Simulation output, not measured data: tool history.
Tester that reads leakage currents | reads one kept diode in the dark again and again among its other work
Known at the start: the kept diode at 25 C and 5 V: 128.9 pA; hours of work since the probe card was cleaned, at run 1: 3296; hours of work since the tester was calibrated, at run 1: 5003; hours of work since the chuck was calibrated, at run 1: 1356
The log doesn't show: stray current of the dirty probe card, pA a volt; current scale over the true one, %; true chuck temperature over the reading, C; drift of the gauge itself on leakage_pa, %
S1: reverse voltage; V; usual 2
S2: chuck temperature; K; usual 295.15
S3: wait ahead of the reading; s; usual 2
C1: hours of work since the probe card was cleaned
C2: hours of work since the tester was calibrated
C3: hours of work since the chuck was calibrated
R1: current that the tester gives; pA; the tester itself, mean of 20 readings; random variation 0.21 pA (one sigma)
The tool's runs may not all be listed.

Run 1, hour 0: usual settings; C1 3296; C2 5003; C3 1356. Result: R1 81.04 pA.
At hour 64.6: probe card cleaned and baked.
Run 2, hour 157.5: usual settings; C1 70; C2 5120; C3 1473. Result: R1 86.17 pA.
At hour 259.8: tester calibrated.
Run 3, hour 262.5: usual settings; C1 149; C2 2; C3 1551. Result: R1 86.78 pA.
Run 4, hour 420: usual settings; C1 268; C2 121; C3 1670. Result: R1 88.47 pA.
Run 5, hour 602.3: usual settings but S2 316.15 K; C1 406; C2 260; C3 1809. Result: R1 502.43 pA.
Run 6, hour 714.1: usual settings; C1 491; C2 344; C3 1893. Result: R1 90.91 pA.
Run 7, hour 830.3: usual settings; C1 579; C2 433; C3 1981. Result: R1 91.2 pA.
At hour 853.8: probe card cleaned and baked, once more.
Run 8, hour 981.4: usual settings; C1 97; C2 545; C3 2094. Result: R1 83.43 pA.
At hour 1020.7: chuck's temperature calibrated.
Run 9, hour 1134.1: usual settings; C1 211; C2 659; C3 86. Result: R1 68.34 pA.
Run 10, hour 1275.9: usual settings; C1 319; C2 767; C3 194. Result: R1 68.81 pA.
Run 11, hour 1465.2: usual settings; C1 462; C2 910; C3 337. Result: R1 70.21 pA.
Run 12, hour 1621.6: usual settings but S2 305.15 K; C1 581; C2 1029; C3 456. Result: R1 174.27 pA.
Run 13, hour 1759.4: usual settings but S1 18.54 V, S2 296.15 K, S3 1.04 s; C1 685; C2 1133; C3 560. Result: R1 211.48 pA.

Forecast run 14:
Run 14, hour 1950.3: usual settings but S1 18.54 V, S2 296.15 K, S3 1.69 s; C1 830; C2 1278; C3 705. Result: R1 ?.

R1: 216.87 pA
Without the tool's hidden state the same run would have given R1 188.68 pA.
